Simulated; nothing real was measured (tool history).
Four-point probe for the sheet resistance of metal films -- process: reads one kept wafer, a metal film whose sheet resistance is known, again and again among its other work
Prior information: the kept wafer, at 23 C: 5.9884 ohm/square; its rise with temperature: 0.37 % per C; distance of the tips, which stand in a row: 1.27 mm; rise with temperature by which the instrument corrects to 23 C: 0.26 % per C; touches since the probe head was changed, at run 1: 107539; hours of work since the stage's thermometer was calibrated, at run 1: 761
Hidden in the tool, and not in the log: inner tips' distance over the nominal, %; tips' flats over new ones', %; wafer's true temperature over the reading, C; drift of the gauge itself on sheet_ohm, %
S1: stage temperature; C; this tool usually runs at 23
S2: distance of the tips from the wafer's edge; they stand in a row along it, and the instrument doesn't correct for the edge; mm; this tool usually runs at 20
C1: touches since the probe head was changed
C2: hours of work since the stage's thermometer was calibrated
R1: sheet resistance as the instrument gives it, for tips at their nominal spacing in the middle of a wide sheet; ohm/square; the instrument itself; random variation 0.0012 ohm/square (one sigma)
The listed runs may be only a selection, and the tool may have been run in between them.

| run | hour | S1 | S2 | C1 | C2 | R1 |
|---|---|---|---|---|---|---|
| 1 | 0.0 | 23 | 20 | 107539 | 761 | 5.968064 |
| 2 | 49.4 | 22 | 20 | 110730 | 798 | 5.958448 |
| 3 | 115.2 | 22 | 20 | 114972 | 848 | 5.957369 |
| 4 | 182.2 | 19 | 20 | 119296 | 898 | 5.937333 |
| 5 | 278.9 | 19 | 26 | 125540 | 971 | 5.930869 |
| 6 | 350.8 | 19 | 26 | 130180 | 1026 | 5.928899 |
| 7 | 437.4 | 23 | 20 | 135767 | 1091 | 5.959318 |
| 8 | 519.5 | 23 | 20 | 141066 | 1153 | 5.954613 |
| 9 | 567.2 | 23 | 20 | 144145 | 1189 | 5.954027 |
| 10 | 628.7 | 29 | 20 | 148111 | 1235 | 5.992693 |
| 11 | 743.0 | 29 | 20 | 155490 | 1321 | 5.987337 |
|  | 841.2 | stage's thermometer calibrated |
| 12 | 841.2 | 29 | 20 | 161796 | 0 | 5.990008 |
| 13 | 890.4 | 29 | 20 | 164971 | 37 | 5.985014 |
| 14 | 963.9 | 29 | 20 | 169710 | 92 | 5.985635 |
| 15 | 1042.9 | 29 | 20 | 174810 | 152 | 5.982538 |
| 16 | 1119.7 | 33 | 20 | 179763 | 210 | 6.006265 |
| 17 | 1178.8 | 33 | 20 | 183579 | 254 | 6.005622 |
|  | 1239.0 | stage's thermometer calibrated, once more |
| 18 | 1257.7 | 33 | 20 | 188639 | 14 | 5.997124 |
| 19 | 1368.1 | 33 | 20 | 195766 | 97 | 5.994461 |
| 20 | 1431.5 | 18 | 20 | 199857 | 145 | 5.896209 |
|  | 1474.1 | new probe head fitted |
| 21 | 1515.3 | 18 | 20 | 2660 | 208 | 5.955902 |
| 22 | 1606.7 | 26 | 20 | 8556 | 276 | 6.005608 |
| 23 | 1686.3 | 23 | 20 | 13694 | 337 | 5.984099 |
| 24 | 1765.4 | 23 | 20 | 18800 | 396 | 5.983435 |
| 25 | 1868.0 | 21 | 10 | 25420 | 474 | 6.005311 |
| 26 | 1929.6 | 35 | 46 | 29395 | 520 | 6.043873 |
| 27 | 2024.5 | 20 | 25 | 35520 | 592 | 5.951458 |
| 28 | 2089.4 | 34 | 50 | 39707 | 640 | 6.033120 |
| 29 | 2176.5 | 26 | 50 | 45328 | 706 | 5.980590 |
| 30 | 2280.4 | 22 | 11 | 52035 | 784 | 5.991305 |
| 31 | 2367.4 | 29 | 68 | 57650 | 850 | 5.994033 |
| 32 | 2436.5 | 29 | 6 | 62109 | 902 | 6.134858 |
| 33 | 2507.7 | 28 | 4 | 66701 | 956 | 6.291773 |
| 34 | 2604.6 | 28 | 4 | 72958 | 1029 | 6.287687 |
| 35 | 2686.9 | 28 | 4 | 78265 | 1091 | 6.286612 |
| 36 | 2743.5 | 28 | 4 | 81920 | 1134 | 6.284413 |
| 37 | 2804.8 | 28 | 4 | 85878 | 1180 | 6.282649 |
| 38 | 2907.4 | 28 | 4 | 92497 | 1257 | 6.280099 |
| 39 | 2957.5 | 28 | 4 | 95728 | 1295 | 6.280045 |
| 40 | 3044.1 | 26 | 30 | 101322 | 1360 | 5.963051 |
|  | 3087.9 | stage's thermometer calibrated |
| 41 | 3107.2 | 26 | 5 | 105361 | 15 | 6.147716 |
| 42 | 3208.0 | 26 | 5 | 111864 | 91 | 6.147400 |
| 43 | 3317.0 | 32 | 5 | 118899 | 173 | 6.183098 |
| 44 | 3425.9 | 32 | 5 | 125929 | 255 | 6.181635 |
| 45 | 3483.0 | 31 | 4 | 129608 | 298 | 6.277104 |
| 46 | 3594.7 | 31 | 4 | 136818 | 382 | 6.276578 |

Selected run-to-run steps in R1, each split into two signed amounts: the part the tool would show with no hidden state at all (from settings, incoming material and random variation), and the remainder, which goes to the hidden state together with any gauge scatter not common to the measured and the hidden-state-free results:
Run 17 -> 18: stage's thermometer calibrated, once more. R1 -0.008498 ohm/square: hidden state -0.008720, all else +0.000222.
Run 20 -> 21: new probe head fitted. R1 +0.059693 ohm/square: hidden state +0.058786, all else +0.000907.
Run 32 -> 33: S1 29 -> 28, S2 6 -> 4. R1 +0.156915 ohm/square: hidden state -0.002596, all else +0.159511.
Run 39 -> 40: S1 28 -> 26, S2 4 -> 30. R1 -0.316994 ohm/square: hidden state +0.000464, all else -0.317458.
Run 40 -> 41: S2 30 -> 5, stage's thermometer calibrated. R1 +0.184665 ohm/square: hidden state -0.010518, all else +0.195183.

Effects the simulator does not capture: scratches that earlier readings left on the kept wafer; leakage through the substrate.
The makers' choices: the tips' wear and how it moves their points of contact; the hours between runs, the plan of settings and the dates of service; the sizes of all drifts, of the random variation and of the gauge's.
